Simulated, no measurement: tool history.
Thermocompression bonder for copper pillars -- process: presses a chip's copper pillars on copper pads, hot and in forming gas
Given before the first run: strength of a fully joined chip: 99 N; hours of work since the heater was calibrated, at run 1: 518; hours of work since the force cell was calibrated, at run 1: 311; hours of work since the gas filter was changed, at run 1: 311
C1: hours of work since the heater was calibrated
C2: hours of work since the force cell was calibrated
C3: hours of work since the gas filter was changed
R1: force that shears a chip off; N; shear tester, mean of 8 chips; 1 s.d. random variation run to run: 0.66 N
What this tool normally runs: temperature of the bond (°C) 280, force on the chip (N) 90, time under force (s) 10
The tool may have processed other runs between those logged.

run 1 day=0 | temperature_of_the_bond_(°C)=280 force_on_the_chip_(N)=90 time_under_force_(s)=10 | C1=518 C2=311 C3=311 | R1=46.3
run 2 day=2.508 | temperature_of_the_bond_(°C)=280 force_on_the_chip_(N)=90 time_under_force_(s)=10 | C1=563 C2=357 C3=357 | R1=46.1
run 3 day=4.433 | temperature_of_the_bond_(°C)=280 force_on_the_chip_(N)=90 time_under_force_(s)=10 | C1=598 C2=392 C3=392 | R1=46
-- day=6.629 forming gas filter changed
run 4 day=7.833 | temperature_of_the_bond_(°C)=269 force_on_the_chip_(N)=90 time_under_force_(s)=10 | C1=660 C2=453 C3=22 | R1=40.6
run 5 day=11.025 | temperature_of_the_bond_(°C)=268 force_on_the_chip_(N)=90 time_under_force_(s)=10 | C1=718 C2=512 C3=80 | R1=39
run 6 day=13.508 | temperature_of_the_bond_(°C)=268 force_on_the_chip_(N)=90 time_under_force_(s)=10 | C1=763 C2=557 C3=125 | R1=39
run 7 day=16.158 | temperature_of_the_bond_(°C)=268 force_on_the_chip_(N)=85 time_under_force_(s)=10 | C1=811 C2=605 C3=173 | R1=35.8
run 8 day=17.838 | temperature_of_the_bond_(°C)=280 force_on_the_chip_(N)=90 time_under_force_(s)=10 | C1=842 C2=635 C3=204 | R1=45.4
run 9 day=20.883 | temperature_of_the_bond_(°C)=280 force_on_the_chip_(N)=90 time_under_force_(s)=10 | C1=897 C2=691 C3=259 | R1=44.7
run 10 day=23.575 | temperature_of_the_bond_(°C)=288 force_on_the_chip_(N)=90 time_under_force_(s)=11 | C1=946 C2=740 C3=308 | R1=50.6
run 11 day=25.683 | temperature_of_the_bond_(°C)=262 force_on_the_chip_(N)=90 time_under_force_(s)=11 | C1=984 C2=778 C3=346 | R1=34.6
run 12 day=28.512 | temperature_of_the_bond_(°C)=262 force_on_the_chip_(N)=90 time_under_force_(s)=11 | C1=1036 C2=829 C3=398 | R1=34.9
run 13 day=30.154 | temperature_of_the_bond_(°C)=275 force_on_the_chip_(N)=55 time_under_force_(s)=18 | C1=1066 C2=859 C3=428 | R1=29
-- day=30.462 forming gas filter changed
run 14 day=32.983 | temperature_of_the_bond_(°C)=273 force_on_the_chip_(N)=118 time_under_force_(s)=25 | C1=1117 C2=910 C3=46 | R1=68.6
run 15 day=35.683 | temperature_of_the_bond_(°C)=304 force_on_the_chip_(N)=113 time_under_force_(s)=6 | C1=1166 C2=959 C3=95 | R1=60.9
run 16 day=39.167 | temperature_of_the_bond_(°C)=280 force_on_the_chip_(N)=72 time_under_force_(s)=7 | C1=1229 C2=1023 C3=158 | R1=29.7
run 17 day=40.862 | temperature_of_the_bond_(°C)=253 force_on_the_chip_(N)=71 time_under_force_(s)=6 | C1=1260 C2=1054 C3=189 | R1=17.5

Measured minus without-hidden-state, run by run (identical run-to-run variation in each term; gauge scatter may differ):
Unlogged tool condition in this case: true temperature of the bond over the reading, C; force that reaches the chip, % of what is set; oxide that the forming gas leaves, % of the face; drift of the gauge itself on shear_n, %.
run=1 R1=-5.4
run=2 R1=-5.8
run=3 R1=-6.2
run=4 R1=-4.4
run=5 R1=-4.9
run=6 R1=-5.4
run=7 R1=-5.7
run=8 R1=-6.8
run=9 R1=-7.3
run=10 R1=-8.2
run=11 R1=-7.4
run=12 R1=-7.9
run=13 R1=-7
run=14 R1=-8
run=15 R1=-8.6
run=16 R1=-7
run=17 R1=-5
